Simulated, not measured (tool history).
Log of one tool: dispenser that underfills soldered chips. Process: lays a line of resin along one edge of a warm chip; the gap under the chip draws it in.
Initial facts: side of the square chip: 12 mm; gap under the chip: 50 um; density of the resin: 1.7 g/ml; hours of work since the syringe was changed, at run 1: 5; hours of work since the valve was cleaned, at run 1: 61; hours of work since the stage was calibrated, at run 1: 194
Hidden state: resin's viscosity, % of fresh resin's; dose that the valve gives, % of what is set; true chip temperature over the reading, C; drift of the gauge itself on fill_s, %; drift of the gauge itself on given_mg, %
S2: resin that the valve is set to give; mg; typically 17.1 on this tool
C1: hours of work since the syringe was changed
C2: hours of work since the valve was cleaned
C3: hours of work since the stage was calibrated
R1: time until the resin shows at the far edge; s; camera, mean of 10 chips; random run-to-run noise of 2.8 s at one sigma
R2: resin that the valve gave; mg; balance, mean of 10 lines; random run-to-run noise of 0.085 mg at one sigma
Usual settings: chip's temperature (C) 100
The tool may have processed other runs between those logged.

run 1 day=0.000 | chip's_temperature_(C)=100 S2=17.1 | C1=5 C2=61 C3=194 | R1=329.6 R2=16.40
-- day=0.162 new syringe of resin
run 2 day=0.262 | chip's_temperature_(C)=100 S2=17.1 | C1=2 C2=65 C3=198 | R1=301.1 R2=16.40
-- day=0.596 new syringe of resin
run 3 day=0.642 | chip's_temperature_(C)=100 S2=17.1 | C1=1 C2=72 C3=205 | R1=287.0 R2=16.34
run 4 day=0.954 | chip's_temperature_(C)=92 S2=17.1 | C1=6 C2=77 C3=210 | R1=461.7 R2=16.37
-- day=1.042 new syringe of resin
run 5 day=1.200 | chip's_temperature_(C)=92 S2=17.1 | C1=3 C2=81 C3=214 | R1=406.8 R2=16.44
run 6 day=1.396 | chip's_temperature_(C)=92 S2=20.4 | C1=6 C2=85 C3=218 | R1=446.0 R2=19.27
-- day=1.479 new syringe of resin
run 7 day=1.729 | chip's_temperature_(C)=109 S2=17.1 | C1=4 C2=90 C3=223 | R1=253.3 R2=16.10
-- day=1.917 new syringe of resin
run 8 day=1.996 | chip's_temperature_(C)=100 S2=17.1 | C1=1 C2=95 C3=228 | R1=299.9 R2=16.13
run 9 day=2.171 | chip's_temperature_(C)=112 S2=17.1 | C1=4 C2=98 C3=231 | R1=234.7 R2=16.09
-- day=2.346 new syringe of resin
-- day=2.542 dispensing valve cleaned and set on the balance
run 10 day=2.588 | chip's_temperature_(C)=99 S2=17.1 | C1=3 C2=1 C3=237 | R1=323.6 R2=16.94
run 11 day=2.783 | chip's_temperature_(C)=100 S2=19.0 | C1=7 C2=4 C3=241 | R1=352.5 R2=19.13
-- day=2.817 new syringe of resin
run 12 day=3.000 | chip's_temperature_(C)=100 S2=19.0 | C1=3 C2=8 C3=244 | R1=306.4 R2=18.91
run 13 day=3.188 | chip's_temperature_(C)=100 S2=17.1 | C1=6 C2=11 C3=248 | R1=352.8 R2=17.08
-- day=3.246 new syringe of resin
run 14 day=3.558 | chip's_temperature_(C)=100 S2=17.1 | C1=6 C2=17 C3=254 | R1=343.6 R2=16.94
-- day=3.683 new syringe of resin
run 15 day=3.962 | chip's_temperature_(C)=100 S2=17.1 | C1=5 C2=24 C3=261 | R1=335.9 R2=16.83
-- day=4.117 new syringe of resin
run 16 day=4.179 | chip's_temperature_(C)=100 S2=17.1 | C1=1 C2=28 C3=264 | R1=289.8 R2=16.75
-- day=4.554 new syringe of resin
run 17 day=4.592 | chip's_temperature_(C)=115 S2=18.2 | C1=1 C2=35 C3=271 | R1=175.5 R2=17.89
run 18 day=4.758 | chip's_temperature_(C)=115 S2=18.2 | C1=4 C2=38 C3=274 | R1=197.6 R2=17.77
-- day=4.983 new syringe of resin
run 19 day=5.121 | chip's_temperature_(C)=102 S2=16.7 | C1=2 C2=44 C3=280 | R1=290.9 R2=16.20
-- day=5.408 new syringe of resin
run 20 day=5.425 | chip's_temperature_(C)=87 S2=15.6 | C1=0 C2=49 C3=286 | R1=451.5 R2=15.08
run 21 day=5.775 | chip's_temperature_(C)=108 S2=15.6 | C1=6 C2=55 C3=292 | R1=286.8 R2=15.03
-- day=5.833 new syringe of resin
run 22 day=5.954 | chip's_temperature_(C)=111 S2=16.8 | C1=2 C2=58 C3=295 | R1=212.4 R2=16.36
-- day=6.262 new syringe of resin
run 23 day=6.358 | chip's_temperature_(C)=97 S2=21.7 | C1=2 C2=65 C3=302 | R1=315.5 R2=20.90
run 24 day=6.654 | chip's_temperature_(C)=90 S2=17.3 | C1=7 C2=70 C3=307 | R1=498.1 R2=16.61
-- day=6.700 new syringe of resin
run 25 day=6.983 | chip's_temperature_(C)=110 S2=17.1 | C1=5 C2=76 C3=312 | R1=246.9 R2=16.35
-- day=7.133 new syringe of resin
run 26 day=7.396 | chip's_temperature_(C)=110 S2=17.1 | C1=5 C2=83 C3=319 | R1=243.3 R2=16.33
-- day=7.558 new syringe of resin
run 27 day=7.608 | chip's_temperature_(C)=100 S2=20.6 | C1=1 C2=86 C3=323 | R1=280.6 R2=19.61
run 28 day=7.958 | chip's_temperature_(C)=100 S2=20.6 | C1=7 C2=92 C3=329 | R1=351.3 R2=19.43

Below are 3 alternative next runs, each starting from the tool's condition after run 28. Predict each:
-- day=7.996 new syringe of resin
run A day=8.208 | chip's_temperature_(C)=113 S2=16.5 | C1=4 C2=97 C3=333 | R1=? R2=?
-- day=7.996 new syringe of resin
run B day=8.208 | chip's_temperature_(C)=102 S2=22.1 | C1=4 C2=97 C3=333 | R1=? R2=?
-- day=7.996 new syringe of resin
run C day=8.208 | chip's_temperature_(C)=111 S2=19.6 | C1=4 C2=97 C3=333 | R1=? R2=?

run=A R1=216.8 R2=15.53
run=B R1=290.3 R2=20.54
run=C R1=226.1 R2=18.44
With no hidden state in the tool, these same runs would have given:
run=A R1=189.3 R2=16.47
run=B R1=257.1 R2=21.79
run=C R1=199.3 R2=19.55
